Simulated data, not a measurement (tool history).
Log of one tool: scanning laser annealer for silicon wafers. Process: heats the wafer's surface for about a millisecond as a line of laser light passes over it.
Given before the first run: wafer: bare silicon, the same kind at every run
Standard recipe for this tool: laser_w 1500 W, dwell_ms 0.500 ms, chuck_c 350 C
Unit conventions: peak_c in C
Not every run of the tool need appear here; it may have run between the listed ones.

run     day  laser_w  dwell_ms  chuck_c  peak_c
  1   0.000     1500     0.500      350    1054
  2   1.254     1500     0.500      350    1053
  3   1.962     1500     0.500      350    1049
  4   2.896     1500     0.500      350    1051
  5   3.712     1500     0.500      350    1051
  6   5.208     1500     0.500      350    1047
  7   5.858     1500     0.500      350    1046
  8   7.000     1500     0.500      350    1045
  9   7.929     1500     0.500      350    1042
 10   8.675     1500     0.512      350    1048
 11  10.050     1434     0.398      386     974
 12  11.454     1647     0.398      355    1047
 13  12.667     1456     0.500      350    1015
     12.875  -- window over the wafer cleaned
 14  13.875     1456     0.500      350     994
 15  15.279     1404     0.412      363     924
 16  16.325     1288     0.417      336     844
 17  17.267     1288     0.544      336     909
     17.712  -- window over the wafer cleaned, once more
 18  18.308     1288     0.544      336     970

Here are 3 independent what-if runs from the current tool condition. What would each one return?
  A  18.958     1475     0.544      383       ?
  B  18.958     1456     0.355      355       ?
  C  18.958     1346     0.375      336       ?

run  peak_c
  A    1121
  B     952
  C     894
With the hidden condition removed and each run's random variation left untouched, the same runs would have given:
run  peak_c
  A    1138
  B     965
  C     906

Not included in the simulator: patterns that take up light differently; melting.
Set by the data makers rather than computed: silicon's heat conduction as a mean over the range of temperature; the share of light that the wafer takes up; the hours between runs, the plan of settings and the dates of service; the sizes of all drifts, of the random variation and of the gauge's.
